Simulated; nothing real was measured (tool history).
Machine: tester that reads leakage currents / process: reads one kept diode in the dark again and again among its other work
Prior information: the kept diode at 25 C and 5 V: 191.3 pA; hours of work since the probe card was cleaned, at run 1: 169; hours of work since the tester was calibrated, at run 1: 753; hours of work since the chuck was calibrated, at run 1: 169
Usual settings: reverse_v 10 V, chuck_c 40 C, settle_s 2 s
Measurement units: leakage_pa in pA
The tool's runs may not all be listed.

| run | hour | reverse_v | chuck_c | settle_s | hours of work since the probe card was cleaned | hours of work since the tester was calibrated | hours of work since the chuck was calibrated | leakage_pa |
|---|---|---|---|---|---|---|---|---|
| 1 | 0 | 10 | 40 | 2 | 169 | 753 | 169 | 967.92 |
| 2 | 233.4 | 10 | 41 | 2 | 340 | 924 | 340 | 1067.11 |
| 3 | 355.3 | 10 | 41 | 2 | 430 | 1014 | 430 | 1083.8 |
| 4 | 560.2 | 10 | 41 | 2 | 580 | 1165 | 580 | 1097.67 |
| 5 | 705.3 | 10 | 41 | 2 | 687 | 1271 | 687 | 1108.07 |
| 6 | 829.7 | 10 | 41 | 2 | 778 | 1362 | 778 | 1122.93 |
| 7 | 1004.5 | 10 | 41 | 2 | 907 | 1491 | 907 | 1137.31 |
| 8 | 1171.5 | 10 | 41 | 2 | 1029 | 1613 | 1029 | 1147.59 |
| 9 | 1392.2 | 10 | 41 | 2 | 1191 | 1776 | 1191 | 1171.35 |
| 10 | 1502.4 | 10 | 40 | 1.04 | 1272 | 1857 | 1272 | 1071.29 |
| 11 | 1750.3 | 10 | 40 | 2 | 1454 | 2039 | 1454 | 1102.25 |
| 12 | 1959.6 | 10 | 40 | 2 | 1608 | 2192 | 1608 | 1121.46 |
| 13 | 2135.7 | 10 | 40 | 2 | 1737 | 2322 | 1737 | 1126.97 |
| 14 | 2298.9 | 10 | 28 | 2 | 1857 | 2442 | 1857 | 396.28 |
| 15 | 2406.2 | 10 | 28 | 2 | 1936 | 2520 | 1936 | 397.36 |
| 16 | 2513.2 | 10 | 52 | 2 | 2015 | 2599 | 2015 | 3149.5 |
| 17 | 2664.3 | 10 | 52 | 2 | 2126 | 2710 | 2126 | 3180.64 |
|  | 2738.2 | chuck's temperature calibrated |
|  | 2762.4 | probe card cleaned and baked |
| 18 | 2906.2 | 10 | 52 | 2 | 106 | 2884 | 121 | 2646.14 |
|  | 3118.5 | tester calibrated |
| 19 | 3149.4 | 10 | 40 | 2 | 283 | 23 | 298 | 984.85 |
| 20 | 3335.1 | 10 | 40 | 2 | 419 | 159 | 435 | 997.56 |
| 21 | 3467.1 | 18.6 | 45 | 1.31 | 516 | 256 | 532 | 1896.65 |
| 22 | 3618.6 | 10 | 40 | 0.63 | 627 | 367 | 643 | 1023.12 |
| 23 | 3806.8 | 11.4 | 57 | 2 | 766 | 506 | 781 | 4409.06 |
| 24 | 3919.2 | 17.6 | 40 | 2.25 | 848 | 588 | 864 | 1260.05 |
| 25 | 4072.8 | 1.3 | 40 | 0.35 | 961 | 701 | 977 | 538.98 |
| 26 | 4207.4 | 10 | 37 | 2 | 1060 | 800 | 1075 | 818.85 |
| 27 | 4459.8 | 4.9 | 32 | 4.21 | 1245 | 985 | 1261 | 420.47 |
| 28 | 4591.8 | 4.9 | 32 | 1.83 | 1342 | 1082 | 1358 | 421.87 |
| 29 | 4807.1 | 10 | 40 | 2.21 | 1500 | 1240 | 1516 | 1112.52 |
| 30 | 4921.8 | 10 | 40 | 2.21 | 1585 | 1325 | 1600 | 1120.18 |
| 31 | 5102.7 | 10 | 40 | 2.21 | 1718 | 1457 | 1733 | 1136.27 |
| 32 | 5328.8 | 10 | 40 | 7.08 | 1884 | 1623 | 1899 | 1152.48 |
| 33 | 5576.9 | 11.1 | 40 | 5.35 | 2066 | 1806 | 2081 | 1211.97 |
|  | 5711.2 | chuck's temperature calibrated |
|  | 5750.1 | probe card cleaned and baked |
| 34 | 5766.3 | 10 | 31 | 2 | 12 | 1941 | 38 | 425.52 |
| 35 | 5904.1 | 10 | 31 | 2 | 113 | 2042 | 139 | 430.65 |
| 36 | 6029.3 | 16.5 | 40 | 2 | 205 | 2134 | 231 | 1156.38 |
| 37 | 6259.9 | 1.2 | 40 | 0.4 | 374 | 2304 | 401 | 498.08 |
| 38 | 6415.4 | 10 | 54 | 2 | 489 | 2418 | 515 | 3272.65 |
| 39 | 6531.8 | 10 | 54 | 2 | 574 | 2503 | 601 | 3295.06 |

Branching from run 39: 4 alternative next runs. What would each branch give?
| A | 6704 | 5.7 | 56 | 1.16 | 701 | 2630 | 727 | ? |
| B | 6704 | 4.2 | 36 | 1.16 | 701 | 2630 | 727 | ? |
| C | 6704 | 6.3 | 54 | 2.64 | 701 | 2630 | 727 | ? |
| D | 6704 | 10 | 40 | 9.64 | 701 | 2630 | 727 | ? |

| run | leakage_pa |
|---|---|
| A | 3240.02 |
| B | 545.77 |
| C | 2846.78 |
| D | 1025.28 |
Stripped of hidden state, with their random variation kept, the same runs would have yielded:
| run | leakage_pa |
|---|---|
| A | 3061.82 |
| B | 510.17 |
| C | 2687.55 |
| D | 959.25 |

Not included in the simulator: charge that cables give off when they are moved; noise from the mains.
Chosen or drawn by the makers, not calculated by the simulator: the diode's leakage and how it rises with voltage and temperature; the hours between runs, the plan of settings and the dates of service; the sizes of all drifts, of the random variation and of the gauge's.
